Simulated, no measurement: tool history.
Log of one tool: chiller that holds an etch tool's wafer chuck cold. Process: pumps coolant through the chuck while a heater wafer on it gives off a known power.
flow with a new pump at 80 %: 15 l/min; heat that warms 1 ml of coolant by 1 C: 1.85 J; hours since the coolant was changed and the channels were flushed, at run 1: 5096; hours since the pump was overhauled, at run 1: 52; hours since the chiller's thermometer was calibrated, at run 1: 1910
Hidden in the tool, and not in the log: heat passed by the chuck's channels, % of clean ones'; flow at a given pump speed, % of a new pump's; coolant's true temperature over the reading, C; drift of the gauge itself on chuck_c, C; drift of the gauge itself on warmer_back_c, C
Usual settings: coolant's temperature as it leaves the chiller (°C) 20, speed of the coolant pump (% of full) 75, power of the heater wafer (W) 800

| run | day | coolant's temperature as it leaves the chiller (°C) | speed of the coolant pump (% of full) | power of the heater wafer (W) | hours since the coolant was changed and the channels were flushed | hours since the pump was overhauled | hours since the chiller's thermometer was calibrated | chuck's temperature once it has settled (°C) | how much warmer the coolant comes back (C) |
|---|---|---|---|---|---|---|---|---|---|
| 1 | 0.000 | 20 | 75 | 800 | 5096 | 52 | 1910 | 29.0 | 1.864 |
| 2 | 1.304 | 20 | 75 | 800 | 5128 | 83 | 1941 | 28.8 | 1.848 |
| 3 | 2.117 | 20 | 75 | 800 | 5147 | 103 | 1961 | 28.9 | 1.837 |
| 4 | 3.129 | 20 | 75 | 800 | 5172 | 127 | 1985 | 28.9 | 1.839 |
| 5 | 4.304 | 20 | 75 | 800 | 5200 | 155 | 2013 | 29.0 | 1.822 |
| 6 | 5.438 | 20 | 75 | 866 | 5227 | 183 | 2040 | 29.7 | 1.986 |
| 7 | 6.408 | 26 | 75 | 866 | 5250 | 206 | 2063 | 35.5 | 1.979 |
| 8 | 7.150 | 20 | 75 | 800 | 5268 | 224 | 2081 | 28.9 | 1.816 |
| 9 | 8.417 | 20 | 75 | 800 | 5299 | 254 | 2112 | 29.0 | 1.811 |
| 10 | 9.517 | 20 | 75 | 800 | 5325 | 281 | 2138 | 29.0 | 1.801 |
| 11 | 10.738 | 20 | 75 | 800 | 5354 | 310 | 2167 | 29.0 | 1.787 |

Forecast run 12:
| 12 | 11.712 | 20 | 75 | 800 | 5378 | 333 | 2191 | ? | ? |

{"run 12": {"chuck's temperature once it has settled (°C)": 29.0, "how much warmer the coolant comes back (C)": 1.798}}
Without the tool's hidden state the same run would have given chuck's temperature once it has settled (°C) 29.0, how much warmer the coolant comes back (C) 1.875.
